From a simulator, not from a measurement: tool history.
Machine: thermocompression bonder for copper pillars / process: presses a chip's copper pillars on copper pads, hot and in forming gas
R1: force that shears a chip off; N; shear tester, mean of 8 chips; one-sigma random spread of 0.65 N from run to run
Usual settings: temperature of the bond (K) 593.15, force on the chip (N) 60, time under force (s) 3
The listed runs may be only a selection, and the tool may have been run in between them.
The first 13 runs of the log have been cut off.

{"run": 14, "hour": 119.7, "temperature of the bond (K)": 614.15, "force on the chip (N)": 85, "time under force (s)": 3, "R1": 99.7}
{"run": 15, "hour": 129.6, "temperature of the bond (K)": 614.15, "force on the chip (N)": 85, "time under force (s)": 3, "R1": 99.3}
{"run": 16, "hour": 138.1, "temperature of the bond (K)": 614.15, "force on the chip (N)": 85, "time under force (s)": 3, "R1": 98.2}
{"run": 17, "hour": 149.2, "temperature of the bond (K)": 614.15, "force on the chip (N)": 85, "time under force (s)": 3, "R1": 97.1}
{"run": 18, "hour": 154.4, "temperature of the bond (K)": 618.15, "force on the chip (N)": 41, "time under force (s)": 3, "R1": 81.6}
{"run": 19, "hour": 162.0, "temperature of the bond (K)": 611.15, "force on the chip (N)": 41, "time under force (s)": 3, "R1": 79.0}
{"run": 20, "hour": 171.9, "temperature of the bond (K)": 611.15, "force on the chip (N)": 41, "time under force (s)": 3, "R1": 79.8}
{"run": 21, "hour": 181.2, "temperature of the bond (K)": 611.15, "force on the chip (N)": 41, "time under force (s)": 3, "R1": 78.9}
{"run": 22, "hour": 192.9, "temperature of the bond (K)": 579.15, "force on the chip (N)": 84, "time under force (s)": 3, "R1": 83.5}
{"run": 23, "hour": 199.4, "temperature of the bond (K)": 596.15, "force on the chip (N)": 84, "time under force (s)": 3, "R1": 90.5}
{"run": 24, "hour": 207.1, "temperature of the bond (K)": 592.15, "force on the chip (N)": 39, "time under force (s)": 3, "R1": 68.1}
{"run": 25, "hour": 212.8, "temperature of the bond (K)": 592.15, "force on the chip (N)": 39, "time under force (s)": 3, "R1": 68.4}
{"run": 26, "hour": 220.0, "temperature of the bond (K)": 592.15, "force on the chip (N)": 39, "time under force (s)": 3, "R1": 68.1}
{"run": 27, "hour": 227.6, "temperature of the bond (K)": 592.15, "force on the chip (N)": 39, "time under force (s)": 3, "R1": 67.5}
{"run": 28, "hour": 239.1, "temperature of the bond (K)": 570.15, "force on the chip (N)": 47, "time under force (s)": 5, "R1": 74.2}

Predict the results of run 29:
{"run": 29, "hour": 249.4, "temperature of the bond (K)": 570.15, "force on the chip (N)": 47, "time under force (s)": 5, "R1": "?"}

{"run 29": {"R1": 72.4}}
Minus the tool's unlogged condition, the same run would have read R1 76.9 N.

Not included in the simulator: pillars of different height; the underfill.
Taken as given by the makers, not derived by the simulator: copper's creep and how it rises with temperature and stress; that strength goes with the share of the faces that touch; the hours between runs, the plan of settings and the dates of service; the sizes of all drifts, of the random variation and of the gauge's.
